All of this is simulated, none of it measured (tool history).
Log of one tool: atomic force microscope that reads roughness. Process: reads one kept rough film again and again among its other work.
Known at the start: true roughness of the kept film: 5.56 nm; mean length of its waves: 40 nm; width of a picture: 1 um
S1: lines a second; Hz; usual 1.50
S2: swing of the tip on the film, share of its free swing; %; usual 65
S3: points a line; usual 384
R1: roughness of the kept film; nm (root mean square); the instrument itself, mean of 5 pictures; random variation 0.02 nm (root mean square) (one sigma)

run,hour,S1,S2,S3,R1
1,0.0,1.50,65,384,4.169
2,8.9,1.50,65,384,4.036
3,21.3,1.50,65,508,3.877
4,30.7,1.02,65,384,3.776
5,38.6,1.02,65,384,3.697
6,44.5,1.50,65,441,3.601
7,52.3,1.50,65,441,3.510
8,63.0,1.50,65,384,3.398
# hour 72.4: new tip fitted
9,77.1,1.50,65,384,4.695
10,83.9,0.94,65,384,4.586
11,94.6,0.94,65,384,4.357
12,107.0,1.50,65,384,4.146
13,118.2,1.50,70,384,3.990
14,131.9,1.50,70,384,3.787
15,143.3,1.50,84,384,3.567
16,156.5,1.50,84,384,3.417
17,162.9,1.50,73,384,3.408
18,172.7,0.68,65,384,3.410
# hour 176.5: new tip fitted
19,184.0,0.90,65,384,4.712
20,195.2,1.50,65,384,4.485
21,203.8,1.32,83,738,4.233
22,213.5,3.66,83,397,3.727
23,226.3,1.50,65,440,4.000
24,240.1,2.75,65,953,3.740
25,249.8,1.52,79,303,3.597
# hour 251.9: height scale calibrated on a step standard
26,256.9,1.52,79,303,3.499
27,269.4,1.30,79,303,3.366
28,280.1,1.30,79,303,3.282
# hour 281.4: new tip fitted
# hour 288.9: height scale calibrated on a step standard, once more
29,293.0,3.85,64,303,4.450
30,300.8,3.85,64,303,4.330
31,307.1,3.85,64,303,4.160
32,319.3,3.85,64,303,3.987
33,328.3,1.67,65,445,3.997
34,335.6,1.67,65,445,3.897
35,348.8,0.77,83,680,3.705
36,362.5,2.53,65,511,3.486
37,373.6,2.53,65,511,3.412
38,380.5,0.87,80,867,3.355
# hour 386.4: new tip fitted
39,394.0,1.50,69,384,4.522

3 ways to go on from here, each from the tool as it stands after run 39. What would each give?
A,402.6,0.68,63,384,?
B,402.6,0.55,60,384,?
C,402.6,2.74,71,256,?

run,R1
A,4.466
B,4.478
C,4.260
Without the tool's hidden state the same runs would have given:
run,R1
A,4.824
B,4.837
C,4.602
